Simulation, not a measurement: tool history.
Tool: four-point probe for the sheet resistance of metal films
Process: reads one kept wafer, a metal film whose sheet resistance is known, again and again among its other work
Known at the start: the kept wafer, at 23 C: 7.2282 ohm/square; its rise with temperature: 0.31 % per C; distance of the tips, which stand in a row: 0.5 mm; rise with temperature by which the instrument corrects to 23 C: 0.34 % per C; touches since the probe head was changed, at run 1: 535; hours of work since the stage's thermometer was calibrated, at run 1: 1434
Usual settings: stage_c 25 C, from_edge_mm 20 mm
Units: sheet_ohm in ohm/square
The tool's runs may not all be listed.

run   hour  stage_c  from_edge_mm  touches since the probe head was changed  hours of work since the stage's thermometer was calibrated  sheet_ohm
  1    0.0       25            20                                       535                                                        1434   7.226027
  2   14.8       26            20                                       761                                                        1440   7.220548
  3   33.4       26            20                                      1046                                                        1448   7.225120
  4   49.4       26            20                                      1290                                                        1454   7.221612
  5   58.3       26            20                                      1427                                                        1458   7.220240
  6   77.8       35            20                                      1725                                                        1465   7.195877
  7   90.6       24            20                                      1922                                                        1471   7.225139
  8  105.1       21            20                                      2144                                                        1476   7.234898
  9  113.8       23            17                                      2277                                                        1480   7.230449
 10  131.6       35            10                                      2549                                                        1487   7.206392
 11  151.0       18            10                                      2847                                                        1495   7.251070
 12  168.1       18            67                                      3109                                                        1502   7.240379
 13  178.3       29             6                                      3265                                                        1506   7.238244

4 ways to go on from here, each from the tool as it stands after run 13. What would each give?
  A  189.5       28             9                                      3436                                                        1510          ?
  B  189.5       29             5                                      3436                                                        1510          ?
  C  189.5       29            75                                      3436                                                        1510          ?
  D  189.5       22            20                                      3436                                                        1510          ?

run  sheet_ohm
  A   7.228960
  B   7.248606
  C   7.212138
  D   7.232216
Without the tool's hidden state the same runs would have given:
run  sheet_ohm
  A   7.229283
  B   7.248930
  C   7.212460
  D   7.232542
